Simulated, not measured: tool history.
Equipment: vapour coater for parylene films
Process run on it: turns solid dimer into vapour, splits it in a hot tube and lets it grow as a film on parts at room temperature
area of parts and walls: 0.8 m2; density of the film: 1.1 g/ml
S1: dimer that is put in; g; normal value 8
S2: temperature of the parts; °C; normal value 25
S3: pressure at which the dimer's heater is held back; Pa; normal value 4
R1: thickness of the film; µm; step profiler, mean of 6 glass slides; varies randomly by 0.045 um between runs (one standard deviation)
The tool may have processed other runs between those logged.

run   hour  S1  S2    S3    R1
  1      0   8  25     4  5.21
  2   30.9   8  25     4  5.23
  3   59.3   5  25     4  3.22
  4     87   5  25     4  3.27
  5  130.9   8  25  2.59  5.55
  6  178.2   8  25     4  5.19
  7  215.8   8  25     4  5.23
  8  265.5   8  25     4  5.14
  9  299.4   8  25   2.3  5.81
 10  330.5   8  25   2.3  5.84
 11  368.4  13  25  3.22   8.7
 12  413.9   8  34  7.86  3.15
 13  454.8  11  32  3.77  5.31
 14  492.6  13  25     4  8.48
 15    543  13  25     4  8.41
 16  586.6   3  19  2.15  2.86
 17  609.6   3  30  3.97  1.53
 18  654.3   8  20  2.39   7.1
 19  699.2   6  32  9.45  2.47
 20  751.4   9  22     4   6.7

Removed from this log: 3 entries logged between the listed runs. Between which two listed runs does each belong, and how does the tool's hidden state at the listed run before it compare with that at the listed run after it?
After run 3, before run 4: trap's valve overhauled (hour 68.1)
  vapour lost through the trap's worn valve, %: 0.6 -> 0
After run 11, before run 12: trap's valve overhauled (hour 406)
  vapour lost through the trap's worn valve, %: 0.5 -> 0
After run 19, before run 20: trap's valve overhauled (hour 743.5)
  vapour lost through the trap's worn valve, %: 0.5 -> 0.1
